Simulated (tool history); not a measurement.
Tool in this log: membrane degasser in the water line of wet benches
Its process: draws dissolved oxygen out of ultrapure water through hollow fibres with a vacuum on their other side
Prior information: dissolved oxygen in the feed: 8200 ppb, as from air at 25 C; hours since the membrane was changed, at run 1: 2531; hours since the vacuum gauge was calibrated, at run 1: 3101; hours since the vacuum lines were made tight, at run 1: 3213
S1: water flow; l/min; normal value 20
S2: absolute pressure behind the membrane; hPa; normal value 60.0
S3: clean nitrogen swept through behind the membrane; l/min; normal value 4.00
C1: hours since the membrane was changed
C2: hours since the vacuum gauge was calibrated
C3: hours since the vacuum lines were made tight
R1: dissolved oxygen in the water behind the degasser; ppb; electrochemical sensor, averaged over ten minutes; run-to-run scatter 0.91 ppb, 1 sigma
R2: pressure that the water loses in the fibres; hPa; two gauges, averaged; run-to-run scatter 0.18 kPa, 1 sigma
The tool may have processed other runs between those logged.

run     day  S1     S2    S3    C1    C2    C3     R1     R2
  1   0.000  20   60.0  4.00  2531  3101  3213   85.1  422.4
  2   2.842  25   60.0  4.00  2599  3169  3282  167.9  530.2
  3   4.708  25   60.0  4.00  2644  3214  3326  171.1  529.7
  4   7.346  25   60.0  4.00  2707  3277  3390  170.6  525.3
  5   9.975  25   60.0  4.00  2771  3340  3453  171.9  530.3
  6  12.708  13   56.3  1.63  2836  3406  3518   51.1  277.2
  7  14.038  13   56.3  1.63  2868  3438  3550   51.6  276.5
  8  15.642  23   74.4  5.96  2907  3476  3589  132.1  487.4
  9  18.567  28  112.4  4.00  2977  3547  3659  318.1  591.3
 10  21.217  23  147.8  2.96  3040  3610  3723  297.9  489.3

Alternative continuations, all from the tool just after run 10; predict every row:
  A  23.275  23  147.8  1.81  3090  3660  3772   ?   ?
  B  23.275  23  142.2  3.91  3090  3660  3772   ?   ?
  C  23.275  26   94.1  8.71  3090  3660  3772   ?   ?
  D  23.275  23   44.1  2.96  3090  3660  3772   ?   ?

run     R1     R2
  A  414.7  488.8
  B  250.6  486.6
  C  195.7  555.9
  D  115.7  487.3
The same runs, with their run-to-run variation unchanged, on a tool lacking any hidden condition would have given:
run     R1     R2
  A  414.4  488.7
  B  250.4  486.5
  C  195.5  555.8
  D  115.5  487.2
